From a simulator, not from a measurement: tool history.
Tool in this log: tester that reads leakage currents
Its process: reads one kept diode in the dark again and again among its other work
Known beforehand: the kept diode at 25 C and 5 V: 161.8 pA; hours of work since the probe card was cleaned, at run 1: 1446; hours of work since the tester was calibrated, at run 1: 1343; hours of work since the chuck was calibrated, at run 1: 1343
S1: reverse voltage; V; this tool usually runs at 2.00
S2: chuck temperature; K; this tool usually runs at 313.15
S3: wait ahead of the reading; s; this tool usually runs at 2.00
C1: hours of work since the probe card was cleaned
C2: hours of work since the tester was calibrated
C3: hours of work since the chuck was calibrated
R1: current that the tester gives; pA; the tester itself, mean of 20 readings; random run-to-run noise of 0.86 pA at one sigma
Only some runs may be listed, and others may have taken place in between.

run 1 hour=0.0 | S1=2.00 S2=313.15 S3=2.00 | C1=1446 C2=1343 C3=1343 | R1=265.14
run 2 hour=67.4 | S1=2.00 S2=294.15 S3=2.00 | C1=1486 C2=1382 C3=1382 | R1=69.22
run 3 hour=129.3 | S1=2.00 S2=294.15 S3=2.00 | C1=1522 C2=1418 C3=1418 | R1=69.27
run 4 hour=184.7 | S1=2.00 S2=313.15 S3=2.00 | C1=1554 C2=1451 C3=1451 | R1=262.69
run 5 hour=268.9 | S1=2.00 S2=313.15 S3=2.00 | C1=1603 C2=1500 C3=1500 | R1=262.94
run 6 hour=337.2 | S1=12.77 S2=313.15 S3=2.00 | C1=1643 C2=1540 C3=1540 | R1=719.54
run 7 hour=416.7 | S1=12.77 S2=313.15 S3=2.00 | C1=1689 C2=1586 C3=1586 | R1=720.14
-- hour=426.6 probe card cleaned and baked
run 8 hour=477.6 | S1=2.00 S2=300.15 S3=2.00 | C1=30 C2=1620 C3=1620 | R1=107.25
run 9 hour=565.4 | S1=7.39 S2=293.15 S3=2.00 | C1=81 C2=1671 C3=1671 | R1=135.76
run 10 hour=645.5 | S1=7.39 S2=293.15 S3=2.00 | C1=128 C2=1718 C3=1718 | R1=135.85
run 11 hour=700.9 | S1=7.39 S2=293.15 S3=2.00 | C1=160 C2=1750 C3=1750 | R1=136.18
run 12 hour=767.8 | S1=7.39 S2=293.15 S3=2.00 | C1=199 C2=1789 C3=1789 | R1=136.35
run 13 hour=848.8 | S1=4.37 S2=295.15 S3=0.98 | C1=246 C2=1836 C3=1836 | R1=116.15

Subtracting, for every run, the result it would have given without the tool's unlogged condition from the measured result gives the following. The same run-to-run variation enters both numbers; the gauge's scatter may not:
Hidden conditions of the tool in this case: stray current of the dirty probe card, pA a volt; current scale over the true one, %; true chuck temperature over the reading, C; drift of the gauge itself on leakage_pa, %.
run=1 R1=-19.87
run=2 R1=-4.04
run=3 R1=-4.13
run=4 R1=-21.35
run=5 R1=-22.09
run=6 R1=-50.74
run=7 R1=-52.25
run=8 R1=-8.15
run=9 R1=-1.61
run=10 R1=-1.74
run=11 R1=-1.77
run=12 R1=-1.84
run=13 R1=-5.62

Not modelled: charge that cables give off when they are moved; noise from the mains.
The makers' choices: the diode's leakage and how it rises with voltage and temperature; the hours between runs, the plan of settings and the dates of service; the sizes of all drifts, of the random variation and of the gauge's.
